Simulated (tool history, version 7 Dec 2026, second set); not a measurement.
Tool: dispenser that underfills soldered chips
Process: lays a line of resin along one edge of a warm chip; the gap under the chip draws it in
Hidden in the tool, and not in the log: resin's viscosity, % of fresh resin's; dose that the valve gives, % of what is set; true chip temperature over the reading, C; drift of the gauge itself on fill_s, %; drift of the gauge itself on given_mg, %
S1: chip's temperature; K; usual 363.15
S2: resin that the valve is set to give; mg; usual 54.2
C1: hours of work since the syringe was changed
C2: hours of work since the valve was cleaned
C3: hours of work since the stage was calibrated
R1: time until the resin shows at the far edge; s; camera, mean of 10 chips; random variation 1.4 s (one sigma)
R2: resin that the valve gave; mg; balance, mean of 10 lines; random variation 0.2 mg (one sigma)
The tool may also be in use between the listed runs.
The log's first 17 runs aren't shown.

-- day=4.562 new syringe of resin
run 18 day=4.8 | S1=363.15 S2=54.2 | C1=3 C2=80 C3=72 | R1=169.4 R2=52.18
run 19 day=5.142 | S1=363.15 S2=54.2 | C1=8 C2=85 C3=77 | R1=230.1 R2=52.07
-- day=5.396 new syringe of resin
run 20 day=5.533 | S1=363.15 S2=54.2 | C1=2 C2=91 C3=83 | R1=150.8 R2=52.41
run 21 day=5.888 | S1=363.15 S2=48.4 | C1=7 C2=96 C3=88 | R1=218.8 R2=46.31
run 22 day=6.2 | S1=350.15 S2=56.9 | C1=12 C2=100 C3=93 | R1=528.6 R2=54.51
-- day=6.233 new syringe of resin
-- day=6.454 dispensing valve cleaned and set on the balance
run 23 day=6.554 | S1=369.15 S2=63.9 | C1=4 C2=1 C3=97 | R1=133.8 R2=63.89
run 24 day=6.862 | S1=369.15 S2=63.9 | C1=9 C2=6 C3=102 | R1=180.3 R2=63.73
run 25 day=7.058 | S1=351.15 S2=63.9 | C1=11 C2=9 C3=105 | R1=492.3 R2=63.87
-- day=7.104 new syringe of resin
run 26 day=7.421 | S1=351.15 S2=63.9 | C1=5 C2=14 C3=110 | R1=312.6 R2=63.58
run 27 day=7.617 | S1=376.15 S2=53.4 | C1=7 C2=17 C3=113 | R1=122.8 R2=52.76
-- day=7.954 new syringe of resin
run 28 day=7.992 | S1=376.15 S2=53.4 | C1=1 C2=22 C3=118 | R1=79.1 R2=52.65
run 29 day=8.25 | S1=373.15 S2=67.8 | C1=4 C2=26 C3=122 | R1=112.1 R2=67.39
run 30 day=8.571 | S1=373.15 S2=67.8 | C1=9 C2=31 C3=126 | R1=153.8 R2=67.38

Run 31 comes next. What will it give?
-- day=8.804 new syringe of resin
run 31 day=8.938 | S1=348.15 S2=56 | C1=2 C2=36 C3=132 | R1=? R2=?

{"run 31": {"R1": 316.4, "R2": 55.32}}
Without the tool's hidden state the same run would have given R1 264.6 s, R2 56.15 mg.
